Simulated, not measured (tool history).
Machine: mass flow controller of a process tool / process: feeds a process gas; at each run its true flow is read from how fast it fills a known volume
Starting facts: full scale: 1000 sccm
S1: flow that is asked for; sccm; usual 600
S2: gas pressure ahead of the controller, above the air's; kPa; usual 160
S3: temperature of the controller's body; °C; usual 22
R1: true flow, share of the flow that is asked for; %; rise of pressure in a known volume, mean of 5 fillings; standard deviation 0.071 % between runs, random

run,hour,S1,S2,S3,R1
1,0,600,160,22,99.87
2,60.9,600,160,22,99.92
3,102.8,600,160,22,99.99
4,153.4,289,160,22,99.36
5,219.9,600,160,32,99.02
6,284.4,600,160,32,99.06
7,353.4,600,160,32,99.21
8,386.1,600,160,35,98.74
9,464.3,600,160,35,98.82
10,501.3,600,160,22,100.13
11,541.4,600,160,38,98.51
12,577.3,600,160,38,98.62
13,640.9,600,160,38,98.62
14,700.5,600,160,38,98.56
15,735.7,600,160,38,98.62
16,780.9,600,160,38,98.61
17,829,600,160,38,98.7
18,898.3,600,160,22,100.22
19,974.7,600,160,22,100.3
20,1013.2,600,160,22,100.18
21,1058.2,600,160,22,100.2
22,1126,600,160,22,100.35
23,1202.8,600,160,22,100.28
24,1275.9,600,160,22,100.37
25,1330.5,270,173,35,98.62
26,1364.3,502,160,22,100.24
27,1407.1,502,160,22,100.22
28,1484.9,223,224,29,99.19
29,1538.5,223,224,29,99.14
30,1580.6,223,224,29,99.16
31,1631.2,223,224,29,99.2
32,1700.3,352,209,32,98.94
33,1742.4,600,245,30,99.3
34,1793.7,600,245,30,99.33
35,1830.9,600,245,30,99.33
36,1876.6,600,160,27,100.11
37,1946.5,600,164,24,100.45
38,2002.4,600,164,24,100.46
39,2072.7,165,158,28,100.28
40,2114.1,430,158,28,99.95

For each run, the measured value with the value that run would have given without the tool's hidden condition subtracted. The run-to-run variation is shared by both, the gauge scatter possibly not:
Hidden state present: flow at rest that the sensor doesn't see, % of full scale; true flow over the shown one, %; drift of the gauge itself on true_pct, %.
run,R1
1,+0.21
2,+0.24
3,+0.26
4,+0.4
5,+0.3
6,+0.33
7,+0.35
8,+0.37
9,+0.39
10,+0.4
11,+0.42
12,+0.43
13,+0.46
14,+0.48
15,+0.49
16,+0.51
17,+0.53
18,+0.55
19,+0.58
20,+0.6
21,+0.62
22,+0.64
23,+0.67
24,+0.7
25,+1.08
26,+0.8
27,+0.81
28,+1.32
29,+1.35
30,+1.37
31,+1.41
32,+1.1
33,+0.88
34,+0.9
35,+0.91
36,+0.93
37,+0.95
38,+0.97
39,+2.06
40,+1.17
